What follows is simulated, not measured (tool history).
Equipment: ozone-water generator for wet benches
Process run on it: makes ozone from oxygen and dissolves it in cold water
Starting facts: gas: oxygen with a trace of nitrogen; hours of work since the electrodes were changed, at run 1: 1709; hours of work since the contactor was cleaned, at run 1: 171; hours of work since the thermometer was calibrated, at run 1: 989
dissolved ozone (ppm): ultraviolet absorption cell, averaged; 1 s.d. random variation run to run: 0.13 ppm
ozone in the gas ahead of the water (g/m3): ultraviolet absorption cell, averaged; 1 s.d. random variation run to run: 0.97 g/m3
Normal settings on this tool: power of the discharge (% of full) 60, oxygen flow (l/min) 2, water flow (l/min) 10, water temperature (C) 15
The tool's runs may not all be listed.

run    hour  power of the discharge (% of full)  oxygen flow (l/min)  water flow (l/min)  water temperature (C)  hours of work since the electrodes were changed  hours of work since the contactor was cleaned  hours of work since the thermometer was calibrated  dissolved ozone (ppm)  ozone in the gas ahead of the water (g/m3)
  1       0                                  60                    2                  10                     15                                             1709                                            171                                                 989                     14                                       161.4
  2    60.6                                  60                    2                  10                     15                                             1753                                            215                                                1034                   14.1                                       161.6
  3   139.2                                  60                 3.16                  10                     15                                             1811                                            272                                                1091                   14.8                                       130.2
  4   193.5                                  60                 3.16                  10                     15                                             1850                                            312                                                1131                   14.7                                       132.9
  5   258.8                                  60                 3.16                  10                     15                                             1898                                            360                                                1178                   14.7                                       131.9
  6   315.9                                  60                 3.16                  10                     15                                             1940                                            401                                                1220                   14.8                                       131.5
  7   394.2                                  60                 1.18                  10                     15                                             1997                                            458                                                1277                   12.1                                         204
  8   444.4                                  60                 1.18                  10                     15                                             2033                                            495                                                1314                   11.9                                       204.7
  9   530.2                                  60                 1.18                  10                     15                                             2096                                            558                                                1376                     12                                       204.9
 10   569.3                                  60                 1.18                  14                     15                                             2124                                            586                                                1405                    8.6                                       203.3
 11   611.9                                  60                 1.18                  14                     15                                             2156                                            617                                                1436                    8.5                                       202.6
 12   700.3                                  60                 1.18                  14                     15                                             2220                                            682                                                1500                    8.5                                       201.9
 13   748.6                                  60                    2                   9                     15                                             2255                                            717                                                1536                   14.9                                       162.3
 14   832.3                                  60                 2.22                  10                     15                                             2316                                            778                                                1597                   13.8                                       151.3
 15   891.3                                  45                    2                  10                     15                                             2359                                            821                                                1640                   10.9                                       130.7
 16   970.1                                  45                    2                  10                     15                                             2417                                            879                                                1697                   11.4                                       128.4
 17    1054                                  55                 1.87                  12                     15                                             2478                                            940                                                1758                   10.6                                       152.5
 18  1122.8                                  55                 1.87                  12                     15                                             2528                                            990                                                1809                   10.9                                       153.5
 19  1194.2                                  55                 1.87                  12                     15                                             2580                                           1042                                                1861                   10.7                                       154.2
 20  1248.8                                  99                 2.96                   8                     15                                             2620                                           1082                                                1901                   23.9                                       191.9
 21  1320.9                                  60                    2                  10                      9                                             2673                                           1135                                                1953                   14.6                                       159.8
 22  1365.5                                  60                    2                  10                      9                                             2705                                           1167                                                1986                   14.3                                       159.5
 23    1436                                  81                 1.07                  10                     12                                             2757                                           1219                                                2037                   14.2                                       258.7
 24  1514.3                                  81                 1.07                  10                     12                                             2814                                           1276                                                2094                   14.5                                       258.4
 25  1552.8                                  60                 1.89                  13                     18                                             2842                                           1304                                                2122                   10.1                                       162.1
 26  1643.5                                  60                 1.89                  13                     18                                             2908                                           1370                                                2189                   10.2                                       161.2
 27  1721.3                                  77                    2                  10                      7                                             2965                                           1427                                                2245                   17.4                                       187.2
 28  1797.3                                  69                 1.32                  10                      7                                             3021                                           1482                                                2301                   14.2                                       209.8
 29  1847.1                                  59                 1.06                  13                     12                                             3057                                           1519                                                2337                    8.8                                       205.7
 30    1908                                  59                 1.06                  13                     12                                             3101                                           1563                                                2382                    8.7                                       203.6
 31  1981.5                                  59                 1.06                  13                     12                                             3155                                           1617                                                2435                    8.7                                       205.7
 32    2073                                  84                 3.26                   8                     20                                             3222                                           1683                                                2502                   19.2                                         159

Measured less the same run without the tool's hidden state. The same run-to-run variation is in both; the gauge's scatter may not be:
Unlogged tool condition in this case: yield of the discharge, % of new electrodes'; contactor's efficiency, % of a clean one's; true water temperature over the reading, C; drift of the gauge itself on ozone_ppm, %; drift of the gauge itself on gas_g_m3, %.
run  dissolved ozone (ppm)  ozone in the gas ahead of the water (g/m3)
  1                   -0.5                                        -5.1
  2                   -0.5                                        -5.3
  3                   -0.6                                        -4.4
  4                   -0.7                                        -4.6
  5                   -0.7                                        -4.7
  6                   -0.7                                        -4.8
  7                   -0.6                                        -7.7
  8                   -0.6                                        -7.8
  9                   -0.6                                        -8.1
 10                   -0.4                                        -8.2
 11                   -0.5                                        -8.3
 12                   -0.5                                        -8.5
 13                   -0.8                                          -7
 14                   -0.8                                        -6.7
 15                   -0.5                                        -4.4
 16                   -0.5                                        -4.5
 17                   -0.6                                        -6.7
 18                   -0.6                                        -6.9
 19                   -0.6                                        -7.1
 20                   -2.1                                         -14
 21                     -1                                        -8.3
 22                     -1                                        -8.4
 23                   -1.2                                       -17.4
 24                   -1.2                                       -17.8
 25                   -0.7                                          -9
 26                   -0.7                                        -9.3
 27                   -1.5                                       -13.2
 28                   -1.2                                       -13.9
 29                   -0.7                                       -12.2
 30                   -0.7                                       -12.3
 31                   -0.7                                       -12.7
 32                   -1.9                                       -13.1
